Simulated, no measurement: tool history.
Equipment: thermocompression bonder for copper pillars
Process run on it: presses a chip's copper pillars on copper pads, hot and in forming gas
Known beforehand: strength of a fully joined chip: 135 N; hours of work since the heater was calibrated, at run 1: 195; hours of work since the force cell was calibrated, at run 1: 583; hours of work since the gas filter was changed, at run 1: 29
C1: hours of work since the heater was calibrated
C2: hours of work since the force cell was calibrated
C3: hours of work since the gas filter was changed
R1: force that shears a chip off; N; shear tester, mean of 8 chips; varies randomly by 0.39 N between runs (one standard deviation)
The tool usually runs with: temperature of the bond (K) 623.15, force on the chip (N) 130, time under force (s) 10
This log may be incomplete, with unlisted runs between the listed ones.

{"run": 1, "day": 0.0, "temperature of the bond (K)": 623.15, "force on the chip (N)": 130, "time under force (s)": 10, "C1": 195, "C2": 583, "C3": 29, "R1": 63.4}
{"run": 2, "day": 0.821, "temperature of the bond (K)": 623.15, "force on the chip (N)": 130, "time under force (s)": 10, "C1": 206, "C2": 594, "C3": 41, "R1": 64.1}
{"run": 3, "day": 1.688, "temperature of the bond (K)": 623.15, "force on the chip (N)": 130, "time under force (s)": 10, "C1": 219, "C2": 606, "C3": 53, "R1": 62.4}
{"run": 4, "day": 2.458, "temperature of the bond (K)": 623.15, "force on the chip (N)": 101, "time under force (s)": 10, "C1": 229, "C2": 617, "C3": 64, "R1": 53.8}
{"run": 5, "day": 3.142, "temperature of the bond (K)": 623.15, "force on the chip (N)": 130, "time under force (s)": 10, "C1": 239, "C2": 627, "C3": 74, "R1": 62.2}
{"run": 6, "day": 3.871, "temperature of the bond (K)": 623.15, "force on the chip (N)": 130, "time under force (s)": 10, "C1": 249, "C2": 637, "C3": 84, "R1": 61.5}
{"run": 7, "day": 4.496, "temperature of the bond (K)": 623.15, "force on the chip (N)": 130, "time under force (s)": 10, "C1": 258, "C2": 646, "C3": 93, "R1": 60.4}
{"run": 8, "day": 5.379, "temperature of the bond (K)": 600.15, "force on the chip (N)": 195, "time under force (s)": 10, "C1": 271, "C2": 658, "C3": 105, "R1": 62.1}
{"run": 9, "day": 6.254, "temperature of the bond (K)": 597.15, "force on the chip (N)": 95, "time under force (s)": 10, "C1": 283, "C2": 671, "C3": 118, "R1": 40.4}
{"run": 10, "day": 6.796, "temperature of the bond (K)": 597.15, "force on the chip (N)": 95, "time under force (s)": 10, "C1": 291, "C2": 678, "C3": 125, "R1": 40}
{"run": 11, "day": 7.321, "temperature of the bond (K)": 623.15, "force on the chip (N)": 103, "time under force (s)": 17, "C1": 298, "C2": 686, "C3": 133, "R1": 63.1}
{"day": 7.733, "done": "forming gas filter changed"}
{"run": 12, "day": 8.021, "temperature of the bond (K)": 623.15, "force on the chip (N)": 103, "time under force (s)": 17, "C1": 308, "C2": 695, "C3": 4, "R1": 67.8}
{"run": 13, "day": 8.533, "temperature of the bond (K)": 623.15, "force on the chip (N)": 103, "time under force (s)": 17, "C1": 315, "C2": 702, "C3": 11, "R1": 67.5}
{"run": 14, "day": 9.188, "temperature of the bond (K)": 623.15, "force on the chip (N)": 103, "time under force (s)": 17, "C1": 324, "C2": 712, "C3": 20, "R1": 67.2}

Consider 4 possible next runs. They are alternatives, not a sequence: every one starts from the tool as it was left by run 14. What does each give?
{"run": "A", "day": 9.983, "temperature of the bond (K)": 633.15, "force on the chip (N)": 140, "time under force (s)": 11, "C1": 335, "C2": 723, "C3": 32, "R1": "?"}
{"run": "B", "day": 9.983, "temperature of the bond (K)": 650.15, "force on the chip (N)": 136, "time under force (s)": 9, "C1": 335, "C2": 723, "C3": 32, "R1": "?"}
{"run": "C", "day": 9.983, "temperature of the bond (K)": 602.15, "force on the chip (N)": 117, "time under force (s)": 20, "C1": 335, "C2": 723, "C3": 32, "R1": "?"}
{"run": "D", "day": 9.983, "temperature of the bond (K)": 612.15, "force on the chip (N)": 149, "time under force (s)": 8, "C1": 335, "C2": 723, "C3": 32, "R1": "?"}

run=A R1=73
run=B R1=74
run=C R1=64.1
run=D R1=57.5
Without the tool's hidden state the same runs would have given:
run=A R1=77.2
run=B R1=78.2
run=C R1=68.2
run=D R1=61.3
